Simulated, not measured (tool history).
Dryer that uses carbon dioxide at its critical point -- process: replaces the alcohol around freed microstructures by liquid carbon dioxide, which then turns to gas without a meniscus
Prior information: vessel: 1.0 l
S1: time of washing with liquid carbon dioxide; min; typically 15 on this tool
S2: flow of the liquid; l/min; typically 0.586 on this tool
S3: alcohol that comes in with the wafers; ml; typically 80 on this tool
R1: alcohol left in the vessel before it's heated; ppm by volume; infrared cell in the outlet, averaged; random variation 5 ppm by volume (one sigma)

run   hour  S1     S2   S3    R1
  1      0  15  0.586   80    49
  2   43.7  15  0.586   80    53
  3   79.7  15  0.586   46    41
  4  115.6  15  0.586   46    46
  5  161.4  15  0.586  110    78
  6    199  15  0.586  110    88
  7  241.8  15  0.586  110    90
  8  274.2  23  0.586   80    30
  9  295.5  23  0.586   80    37
 10  319.7  23  0.586   80    30
 11  342.1  15  0.586   80    97
     365.2  -- inlet filter changed
 12  372.2  15  0.912   42    35
 13  414.9  15  0.717   20    43
 14  448.7  10  0.435   75  1255
 15  473.7  19  0.593   80    54
 16  496.7  19  0.593   80    44
 17  527.4  19  0.586   50    59
 18  559.2  13  0.374   50   591
 19  582.5  13  0.489   39   168

Here are 5 independent what-if runs from the current tool condition. What would each one return?
  A  609.3  23  0.489  39   ?
  B  609.3  14  0.985  24   ?
  C  609.3  15  0.586  80   ?
  D  609.3  14  0.714  39   ?
  E  609.3  18  0.416  82   ?

run   R1
  A   53
  B   52
  C   83
  D   58
  E  131
Stripped of hidden state, with their random variation kept, the same runs would have yielded:
run  R1
  A   9
  B   8
  C  26
  D  10
  E  52
